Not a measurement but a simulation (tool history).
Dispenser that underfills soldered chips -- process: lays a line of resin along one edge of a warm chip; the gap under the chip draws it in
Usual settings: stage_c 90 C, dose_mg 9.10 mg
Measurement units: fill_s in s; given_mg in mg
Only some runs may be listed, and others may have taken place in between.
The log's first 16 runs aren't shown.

run,hour,stage_c,dose_mg,fill_s,given_mg
# hour 87.7: new syringe of resin
17,89.9,92,9.10,110.2,8.73
18,97.6,90,9.10,171.4,8.82
# hour 103.5: new syringe of resin
19,105.7,101,7.94,80.9,7.70
20,112.4,101,7.94,109.0,7.54
21,117.4,76,7.79,425.0,7.43
# hour 119.2: new syringe of resin
22,123.9,76,7.79,274.3,7.40
23,127.1,104,8.52,91.1,8.17
24,130.8,94,10.02,157.3,9.48
# hour 135.3: new syringe of resin
25,136.9,85,11.48,146.7,10.84
26,144.4,98,8.68,126.5,8.22
# hour 151.2: new syringe of resin
27,151.7,104,11.16,59.7,10.45
28,155.0,92,9.10,122.7,8.44
29,162.4,75,7.93,393.2,7.30
# hour 167.0: new syringe of resin
30,170.0,75,7.93,267.9,7.44
31,176.5,75,11.51,346.0,10.74
32,181.6,105,8.81,120.4,8.07
# hour 183.3: new syringe of resin
33,185.5,105,8.81,65.8,8.10

The next listed run, before its measurement:
34,192.6,105,8.81,?,?

{"run 34": {"fill_s": 94.3, "given_mg": 8.04}}
Take away the tool's hidden state, keep the run-to-run variation as it was, and the same run would have given fill_s 56.1 s, given_mg 8.76 mg.
